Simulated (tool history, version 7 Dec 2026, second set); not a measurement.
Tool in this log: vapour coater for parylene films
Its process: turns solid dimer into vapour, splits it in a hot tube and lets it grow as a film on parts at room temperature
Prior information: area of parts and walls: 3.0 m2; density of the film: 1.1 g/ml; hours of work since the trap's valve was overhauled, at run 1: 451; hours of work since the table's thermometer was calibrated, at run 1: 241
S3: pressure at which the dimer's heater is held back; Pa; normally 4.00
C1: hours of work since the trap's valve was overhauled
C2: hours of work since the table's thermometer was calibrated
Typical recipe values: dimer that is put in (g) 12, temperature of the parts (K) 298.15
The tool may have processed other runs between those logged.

{"run": 1, "hour": 0.0, "dimer that is put in (g)": 12, "temperature of the parts (K)": 298.15, "S3": 4.0, "C1": 451, "C2": 241, "thickness of the film (µm)": 2.47}
{"run": 2, "hour": 33.0, "dimer that is put in (g)": 12, "temperature of the parts (K)": 298.15, "S3": 4.0, "C1": 468, "C2": 258, "thickness of the film (µm)": 2.44}
{"run": 3, "hour": 74.2, "dimer that is put in (g)": 6, "temperature of the parts (K)": 298.15, "S3": 4.0, "C1": 490, "C2": 280, "thickness of the film (µm)": 1.23}
{"hour": 91.5, "done": "trap's valve overhauled"}
{"run": 4, "hour": 129.5, "dimer that is put in (g)": 6, "temperature of the parts (K)": 298.15, "S3": 4.0, "C1": 20, "C2": 306, "thickness of the film (µm)": 1.45}
{"run": 5, "hour": 188.9, "dimer that is put in (g)": 12, "temperature of the parts (K)": 293.15, "S3": 4.0, "C1": 51, "C2": 338, "thickness of the film (µm)": 3.2}
{"run": 6, "hour": 218.1, "dimer that is put in (g)": 12, "temperature of the parts (K)": 293.15, "S3": 4.0, "C1": 66, "C2": 353, "thickness of the film (µm)": 3.25}
{"run": 7, "hour": 242.4, "dimer that is put in (g)": 12, "temperature of the parts (K)": 293.15, "S3": 4.0, "C1": 79, "C2": 366, "thickness of the film (µm)": 3.19}
{"run": 8, "hour": 291.9, "dimer that is put in (g)": 12, "temperature of the parts (K)": 293.15, "S3": 4.0, "C1": 105, "C2": 391, "thickness of the film (µm)": 3.14}
{"run": 9, "hour": 343.9, "dimer that is put in (g)": 12, "temperature of the parts (K)": 293.15, "S3": 4.0, "C1": 132, "C2": 419, "thickness of the film (µm)": 3.12}
{"run": 10, "hour": 372.5, "dimer that is put in (g)": 12, "temperature of the parts (K)": 293.15, "S3": 4.0, "C1": 147, "C2": 434, "thickness of the film (µm)": 3.09}
{"run": 11, "hour": 406.7, "dimer that is put in (g)": 12, "temperature of the parts (K)": 293.15, "S3": 4.0, "C1": 165, "C2": 452, "thickness of the film (µm)": 3.11}
{"run": 12, "hour": 463.8, "dimer that is put in (g)": 12, "temperature of the parts (K)": 293.15, "S3": 4.0, "C1": 195, "C2": 482, "thickness of the film (µm)": 3.11}
{"run": 13, "hour": 518.4, "dimer that is put in (g)": 12, "temperature of the parts (K)": 291.15, "S3": 4.0, "C1": 224, "C2": 510, "thickness of the film (µm)": 3.23}
{"run": 14, "hour": 557.4, "dimer that is put in (g)": 12, "temperature of the parts (K)": 291.15, "S3": 4.0, "C1": 244, "C2": 531, "thickness of the film (µm)": 3.16}
{"run": 15, "hour": 594.6, "dimer that is put in (g)": 12, "temperature of the parts (K)": 291.15, "S3": 4.0, "C1": 264, "C2": 550, "thickness of the film (µm)": 3.13}
{"run": 16, "hour": 626.8, "dimer that is put in (g)": 12, "temperature of the parts (K)": 298.15, "S3": 2.27, "C1": 280, "C2": 567, "thickness of the film (µm)": 2.96}
{"run": 17, "hour": 663.0, "dimer that is put in (g)": 12, "temperature of the parts (K)": 298.15, "S3": 4.0, "C1": 299, "C2": 586, "thickness of the film (µm)": 2.59}
{"run": 18, "hour": 693.4, "dimer that is put in (g)": 6, "temperature of the parts (K)": 298.15, "S3": 4.0, "C1": 315, "C2": 602, "thickness of the film (µm)": 1.3}
{"run": 19, "hour": 744.2, "dimer that is put in (g)": 6, "temperature of the parts (K)": 298.15, "S3": 4.0, "C1": 342, "C2": 628, "thickness of the film (µm)": 1.31}
{"run": 20, "hour": 775.2, "dimer that is put in (g)": 6, "temperature of the parts (K)": 298.15, "S3": 4.0, "C1": 358, "C2": 645, "thickness of the film (µm)": 1.28}
{"run": 21, "hour": 824.4, "dimer that is put in (g)": 10, "temperature of the parts (K)": 292.15, "S3": 4.45, "C1": 384, "C2": 670, "thickness of the film (µm)": 2.37}
{"run": 22, "hour": 881.8, "dimer that is put in (g)": 22, "temperature of the parts (K)": 290.15, "S3": 4.74, "C1": 414, "C2": 700, "thickness of the film (µm)": 5.48}
{"run": 23, "hour": 918.7, "dimer that is put in (g)": 13, "temperature of the parts (K)": 298.15, "S3": 4.0, "C1": 433, "C2": 720, "thickness of the film (µm)": 2.76}
{"run": 24, "hour": 957.7, "dimer that is put in (g)": 18, "temperature of the parts (K)": 298.15, "S3": 2.25, "C1": 454, "C2": 740, "thickness of the film (µm)": 4.2}
{"run": 25, "hour": 1012.7, "dimer that is put in (g)": 12, "temperature of the parts (K)": 309.15, "S3": 4.0, "C1": 482, "C2": 769, "thickness of the film (µm)": 1.93}
{"hour": 1016.4, "done": "table's thermometer calibrated"}
{"hour": 1048.9, "done": "trap's valve overhauled"}
{"run": 26, "hour": 1068.0, "dimer that is put in (g)": 12, "temperature of the parts (K)": 309.15, "S3": 4.0, "C1": 10, "C2": 25, "thickness of the film (µm)": 2.2}
{"run": 27, "hour": 1110.6, "dimer that is put in (g)": 19, "temperature of the parts (K)": 296.15, "S3": 3.26, "C1": 32, "C2": 47, "thickness of the film (µm)": 4.82}
{"run": 28, "hour": 1150.4, "dimer that is put in (g)": 19, "temperature of the parts (K)": 296.15, "S3": 3.26, "C1": 53, "C2": 68, "thickness of the film (µm)": 4.95}
{"run": 29, "hour": 1209.6, "dimer that is put in (g)": 11, "temperature of the parts (K)": 307.15, "S3": 4.68, "C1": 84, "C2": 99, "thickness of the film (µm)": 1.97}
{"run": 30, "hour": 1242.5, "dimer that is put in (g)": 11, "temperature of the parts (K)": 294.15, "S3": 4.68, "C1": 101, "C2": 116, "thickness of the film (µm)": 2.69}
{"run": 31, "hour": 1280.8, "dimer that is put in (g)": 6, "temperature of the parts (K)": 290.15, "S3": 2.47, "C1": 121, "C2": 136, "thickness of the film (µm)": 1.7}
{"hour": 1299.5, "done": "table's thermometer calibrated, once more"}
{"run": 32, "hour": 1338.8, "dimer that is put in (g)": 6, "temperature of the parts (K)": 301.15, "S3": 2.47, "C1": 151, "C2": 21, "thickness of the film (µm)": 1.41}
{"run": 33, "hour": 1363.5, "dimer that is put in (g)": 11, "temperature of the parts (K)": 297.15, "S3": 4.63, "C1": 164, "C2": 34, "thickness of the film (µm)": 2.49}
{"run": 34, "hour": 1407.5, "dimer that is put in (g)": 11, "temperature of the parts (K)": 297.15, "S3": 4.63, "C1": 187, "C2": 57, "thickness of the film (µm)": 2.48}
{"run": 35, "hour": 1450.3, "dimer that is put in (g)": 12, "temperature of the parts (K)": 298.15, "S3": 5.63, "C1": 210, "C2": 79, "thickness of the film (µm)": 2.57}
{"run": 36, "hour": 1494.7, "dimer that is put in (g)": 12, "temperature of the parts (K)": 299.15, "S3": 4.08, "C1": 233, "C2": 102, "thickness of the film (µm)": 2.65}
{"run": 37, "hour": 1534.3, "dimer that is put in (g)": 12, "temperature of the parts (K)": 299.15, "S3": 4.08, "C1": 254, "C2": 123, "thickness of the film (µm)": 2.61}
{"run": 38, "hour": 1591.4, "dimer that is put in (g)": 12, "temperature of the parts (K)": 299.15, "S3": 4.08, "C1": 284, "C2": 153, "thickness of the film (µm)": 2.57}
{"run": 39, "hour": 1642.5, "dimer that is put in (g)": 9, "temperature of the parts (K)": 299.15, "S3": 3.17, "C1": 310, "C2": 180, "thickness of the film (µm)": 2.01}
{"run": 40, "hour": 1701.6, "dimer that is put in (g)": 9, "temperature of the parts (K)": 299.15, "S3": 3.17, "C1": 341, "C2": 211, "thickness of the film (µm)": 2.01}

Each row is a separate what-if for the run after 40, all from the same tool condition, not one after another. Results?
{"run": "A", "hour": 1746.2, "dimer that is put in (g)": 21, "temperature of the parts (K)": 299.15, "S3": 2.01, "C1": 365, "C2": 234, "thickness of the film (µm)": "?"}
{"run": "B", "hour": 1746.2, "dimer that is put in (g)": 8, "temperature of the parts (K)": 292.15, "S3": 6.29, "C1": 365, "C2": 234, "thickness of the film (µm)": "?"}
{"run": "C", "hour": 1746.2, "dimer that is put in (g)": 9, "temperature of the parts (K)": 299.15, "S3": 2.52, "C1": 365, "C2": 234, "thickness of the film (µm)": "?"}

run=A thickness_of_the_film_(µm)=5.11
run=B thickness_of_the_film_(µm)=1.78
run=C thickness_of_the_film_(µm)=2.09
With the hidden condition removed and each run's random variation left untouched, the same runs would have given:
run=A thickness_of_the_film_(µm)=5.81
run=B thickness_of_the_film_(µm)=2.03
run=C thickness_of_the_film_(µm)=2.38
